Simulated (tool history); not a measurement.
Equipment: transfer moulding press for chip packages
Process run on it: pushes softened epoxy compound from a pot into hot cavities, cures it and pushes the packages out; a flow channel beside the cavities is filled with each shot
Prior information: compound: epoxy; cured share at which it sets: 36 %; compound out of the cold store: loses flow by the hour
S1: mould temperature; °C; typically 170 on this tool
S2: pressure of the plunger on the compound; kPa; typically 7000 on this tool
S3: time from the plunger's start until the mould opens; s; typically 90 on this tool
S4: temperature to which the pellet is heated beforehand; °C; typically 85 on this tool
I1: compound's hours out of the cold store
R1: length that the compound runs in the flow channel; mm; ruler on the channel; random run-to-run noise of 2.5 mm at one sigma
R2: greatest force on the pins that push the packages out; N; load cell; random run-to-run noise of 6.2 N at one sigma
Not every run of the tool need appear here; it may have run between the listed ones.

run	hour	S1	S2	S3	S4	I1	R1	R2
1	0	170	7000	90	85	12.9	966	511
# hour 12.4: cavities cleaned with cleaning compound and waxed
2	52.1	170	7000	90	85	25.2	896	432
3	91.2	170	7000	90	85	40.2	820	487
# hour 110.4: plunger's sealing rings changed
# hour 115.8: cavities cleaned with cleaning compound and waxed
4	119.4	170	8170	90	85	21.6	1007	278
5	150.3	170	8170	90	86	17.3	1036	393
6	180.9	170	7000	90	85	44.2	820	475
# hour 213.5: cavities cleaned with cleaning compound and waxed
7	232.9	170	7000	90	85	36.4	851	352
# hour 248.5: mould's thermocouples calibrated
8	277.2	170	7000	90	85	22.7	910	489
9	307	170	7000	80	85	34.1	854	590
# hour 316: cavities cleaned with cleaning compound and waxed
10	345.3	170	7000	90	85	38	831	365
11	384.9	170	7000	90	85	37	834	479
# hour 417.5: cavities cleaned with cleaning compound and waxed
12	422.8	170	7000	90	85	40.2	816	273
# hour 438: plunger's sealing rings changed
13	464.4	170	7000	90	85	33.1	875	407
14	513.5	170	7000	90	94	40.6	832	502
# hour 518.1: cavities cleaned with cleaning compound and waxed
15	564.1	176	6800	100	86	8.9	959	376
16	587.8	176	5620	110	86	41.9	723	428
# hour 618: cavities cleaned with cleaning compound and waxed
17	618.5	174	5770	90	85	46.7	712	238
18	667.5	174	5770	90	85	9.3	880	395
# hour 717.5: cavities cleaned with cleaning compound and waxed
19	717.7	170	6750	86	77	34.1	833	269
20	741.2	173	8330	90	87	30.7	933	325
# hour 759.7: plunger's sealing rings changed
# hour 779.1: mould's thermocouples calibrated
21	784.9	173	8330	90	87	31.5	943	412
# hour 822: cavities cleaned with cleaning compound and waxed
22	829.7	164	7000	90	85	18.1	967	432
23	860.4	170	7000	120	84	24.6	907	335
24	904.6	170	6860	90	85	16.3	936	522
# hour 919.6: cavities cleaned with cleaning compound and waxed
25	954.5	167	7870	113	93	15.2	1021	364
26	987	163	5380	90	85	37.6	754	699
# hour 1020.4: cavities cleaned with cleaning compound and waxed
27	1026.2	170	6030	90	86	34.5	784	271

Branching from run 27: 5 alternative next runs. What would each branch give?
A	1058.1	170	8030	75	82	24.5	?	?
B	1058.1	178	7710	90	85	26.2	?	?
C	1058.1	170	6030	90	82	14.6	?	?
D	1058.1	170	6270	103	85	35.9	?	?
E	1058.1	166	6030	76	86	34	?	?

run	R1	R2
A	958	546
B	905	357
C	877	429
D	792	366
E	797	720
Without the tool's hidden state the same runs would have given:
run	R1	R2
A	983	311
B	929	212
C	900	253
D	813	216
E	817	415

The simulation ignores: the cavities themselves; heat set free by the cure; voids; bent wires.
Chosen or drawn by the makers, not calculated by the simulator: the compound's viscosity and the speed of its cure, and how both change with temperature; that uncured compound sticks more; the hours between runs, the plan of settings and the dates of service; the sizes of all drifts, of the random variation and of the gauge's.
